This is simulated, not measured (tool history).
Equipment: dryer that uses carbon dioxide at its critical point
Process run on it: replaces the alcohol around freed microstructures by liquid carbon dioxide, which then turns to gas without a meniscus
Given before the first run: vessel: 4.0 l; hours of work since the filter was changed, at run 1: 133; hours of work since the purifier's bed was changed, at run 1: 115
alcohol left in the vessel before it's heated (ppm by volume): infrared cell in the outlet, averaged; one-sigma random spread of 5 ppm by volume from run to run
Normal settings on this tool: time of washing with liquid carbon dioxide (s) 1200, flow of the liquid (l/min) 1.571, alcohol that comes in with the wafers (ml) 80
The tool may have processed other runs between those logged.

run   hour  time of washing with liquid carbon dioxide (s)  flow of the liquid (l/min)  alcohol that comes in with the wafers (ml)  hours of work since the filter was changed  hours of work since the purifier's bed was changed  alcohol left in the vessel before it's heated (ppm by volume)
  1    0.0                                            1200                       1.571                                          80                                         133                                                 115                                                             52
  2    9.0                                            1200                       1.571                                          80                                         136                                                 118                                                             46
  3   20.6                                            1200                       1.571                                          80                                         140                                                 122                                                             49
  4   28.9                                            1200                       1.571                                          80                                         143                                                 125                                                             54
  5   35.8                                            1200                       1.571                                          80                                         146                                                 128                                                             59
  6   49.4                                            1200                       1.571                                          80                                         151                                                 132                                                             55
  7   64.0                                            1200                       1.571                                          80                                         156                                                 138                                                             49
  8   73.3                                            1200                       1.571                                          80                                         159                                                 141                                                             50
  9   83.8                                            1200                       1.571                                          80                                         163                                                 145                                                             56
 10   90.6                                            1200                       1.571                                          80                                         166                                                 147                                                             57
 11  106.3                                            1200                       1.571                                          23                                         171                                                 153                                                             56
 12  122.0                                            1440                       1.571                                          23                                         177                                                 159                                                             39
 13  129.3                                            1440                       1.571                                          23                                         180                                                 161                                                             39
 14  138.0                                            1740                       1.571                                          80                                         183                                                 165                                                             44
 15  145.6                                            1200                       1.530                                          80                                         186                                                 167                                                             59
 16  156.6                                            1200                       1.530                                          80                                         190                                                 171                                                             61
 17  168.9                                            1200                       1.990                                         106                                         194                                                 176                                                             56
 18  178.4                                            1560                       1.990                                          67                                         197                                                 179                                                             46
 19  185.7                                            1260                       1.990                                          93                                         200                                                 182                                                             49
 20  193.7                                            1260                       1.990                                          93                                         203                                                 185                                                             51
 21  202.4                                            1200                       1.350                                          80                                         206                                                 188                                                             95

Hidden state or all else? Some run-to-run changes of alcohol left in the vessel before it's heated (ppm by volume), split into what the settings, what came in and random variation would give without the hidden state, and what is left for the hidden state (with any gauge scatter that isn't in both results):
The tool's hidden condition here consists of: flow that reaches the vessel past the clogged filter, %; alcohol in the recycled carbon dioxide, ppm; drift of the gauge itself on alcohol_ppm, %.
Run 11 -> 12: time of washing with liquid carbon dioxide (s) 1200 -> 1440. alcohol left in the vessel before it's heated (ppm by volume) -17: hidden state +0, all else -17.
Run 14 -> 15: time of washing with liquid carbon dioxide (s) 1740 -> 1200, flow of the liquid (l/min) 1.571 -> 1.530. alcohol left in the vessel before it's heated (ppm by volume) +15: hidden state +7, all else +8.
Run 20 -> 21: time of washing with liquid carbon dioxide (s) 1260 -> 1200, flow of the liquid (l/min) 1.990 -> 1.350, alcohol that comes in with the wafers (ml) 93 -> 80. alcohol left in the vessel before it's heated (ppm by volume) +44: hidden state +14, all else +30.
